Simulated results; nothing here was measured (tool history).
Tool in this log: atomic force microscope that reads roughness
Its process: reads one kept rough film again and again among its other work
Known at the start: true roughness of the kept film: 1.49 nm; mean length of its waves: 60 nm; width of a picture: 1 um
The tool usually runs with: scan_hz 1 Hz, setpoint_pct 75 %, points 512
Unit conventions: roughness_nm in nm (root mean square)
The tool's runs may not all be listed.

run	day	scan_hz	setpoint_pct	points	roughness_nm
1	0	1	75	512	1.386
2	0.45	1	75	512	1.384
3	0.758	1.9	75	512	1.316
4	1.088	1.9	75	512	1.312
5	1.567	1.9	75	512	1.313
6	1.892	1.9	75	512	1.311
7	2.304	1.9	75	512	1.305
8	2.775	1	87	512	1.32
9	3.004	3.55	75	278	1.202
# day 3.383: new tip fitted
10	3.583	3.55	75	278	1.196
11	4.092	1	83	369	1.337
12	4.654	2.89	58	566	1.381
13	5.204	2.89	73	953	1.26
14	5.521	2.12	73	306	1.305
15	5.925	1.92	65	717	1.368

Consider 3 possible next runs. They are alternatives, not a sequence: every one starts from the tool as it was left by run 15. What does each give?
A	6.392	1.92	63	698	?
B	6.392	0.51	81	262	?
C	6.392	0.67	89	512	?

run	roughness_nm
A	1.388
B	1.407
C	1.351
Had the tool no hidden state, the same runs would have come out as:
run	roughness_nm
A	1.392
B	1.41
C	1.354

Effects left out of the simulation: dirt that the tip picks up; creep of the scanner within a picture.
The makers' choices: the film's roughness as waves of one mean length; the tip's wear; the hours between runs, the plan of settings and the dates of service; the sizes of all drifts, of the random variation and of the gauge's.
